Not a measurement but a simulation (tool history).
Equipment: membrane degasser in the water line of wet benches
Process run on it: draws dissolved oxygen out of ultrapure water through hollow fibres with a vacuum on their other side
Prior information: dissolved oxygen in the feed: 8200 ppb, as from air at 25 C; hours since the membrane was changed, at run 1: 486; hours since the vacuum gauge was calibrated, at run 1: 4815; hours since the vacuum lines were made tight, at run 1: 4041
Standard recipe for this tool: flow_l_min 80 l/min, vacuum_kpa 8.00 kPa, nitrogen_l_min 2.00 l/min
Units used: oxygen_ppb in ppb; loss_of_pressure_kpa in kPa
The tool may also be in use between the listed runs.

run    hour  flow_l_min  vacuum_kpa  nitrogen_l_min  hours since the membrane was changed  hours since the vacuum gauge was calibrated  hours since the vacuum lines were made tight  oxygen_ppb  loss_of_pressure_kpa
  1     0.0          80        8.00            2.00                                   486                                         4815                                          4041       494.7                 36.63
  2    40.9          80        8.00            2.00                                   527                                         4856                                          4082       498.6                 36.46
  3    76.1         124        8.00            2.00                                   562                                         4891                                          4117       879.0                 56.30
  4   115.0         124        8.00            2.00                                   601                                         4930                                          4156       870.0                 56.25
  5   153.1         124        8.00            2.00                                   639                                         4968                                          4194       884.7                 56.58
  6   220.4         124        8.00            2.00                                   706                                         5036                                          4261       886.5                 56.28
  7   278.4          70        8.00            2.00                                   764                                         5094                                          4319       418.0                 31.68
  8   356.1          70        8.00            2.00                                   842                                         5171                                          4397       416.9                 31.72
  9   388.0          80        8.00            1.23                                   874                                         5203                                          4429       654.3                 36.50
 10   436.8          57        8.00            2.00                                   923                                         5252                                          4478       333.7                 26.07
 11   495.4          57        8.00            2.00                                   981                                         5311                                          4536       328.9                 25.81
 12   542.4          57        8.00            2.00                                  1028                                         5358                                          4583       334.5                 26.02
 13   578.3          80        8.00            2.00                                  1064                                         5394                                          4619       502.6                 36.30
 14   640.4          80        8.00            2.53                                  1126                                         5456                                          4681       436.6                 36.44
 15   715.5          80        8.00            2.53                                  1202                                         5531                                          4756       432.9                 36.31
 16   756.9          78       10.93            3.19                                  1243                                         5572                                          4798       503.8                 36.01
 17   818.9          78       10.93            3.19                                  1305                                         5634                                          4860       510.3                 35.33
 18   883.8          78       16.66            3.19                                  1370                                         5699                                          4925       768.6                 35.73
 19   946.4          61        7.55            5.07                                  1432                                         5762                                          4987       174.4                 27.80
 20   991.3          61        6.73            5.07                                  1477                                         5807                                          5032       153.7                 27.87
 21  1042.9         101       11.13            3.17                                  1529                                         5858                                          5084       721.9                 46.17
 22  1108.0         101       11.13            3.17                                  1594                                         5923                                          5149       726.1                 46.18
 23  1181.3          86       18.15            1.59                                  1667                                         5997                                          5222      1457.2                 39.30
 24  1245.9          80       18.23            5.92                                  1732                                         6061                                          5287       564.9                 37.03
 25  1306.5          80       18.23            5.92                                  1793                                         6122                                          5347       565.6                 36.79
     1347.1  -- vacuum gauge calibrated
 26  1368.0          73       18.23            2.38                                  1854                                           21                                          5408       976.0                 33.17
 27  1436.4          68       17.48            4.35                                  1922                                           89                                          5477       540.9                 31.21

Describe how what the log doesn't record of the tool's condition differs between the last listed run preceding each entry between runs and the first listed run following it.
In the gap between runs 25 and 26: vacuum gauge calibrated (hour 1347.1)
  membrane still open, %: 98.5 -> 98.4; true pressure behind the membrane over the reading, kPa: 0.35 -> 0.07; air that leaks in behind the membrane, l/min: 0.0282 -> 0.0285
  the result without the hidden state subtracted from the measured one, oxygen_ppb: +19.3 -> +12.3 ppb; loss_of_pressure_kpa: +0.55 -> +0.51 kPa
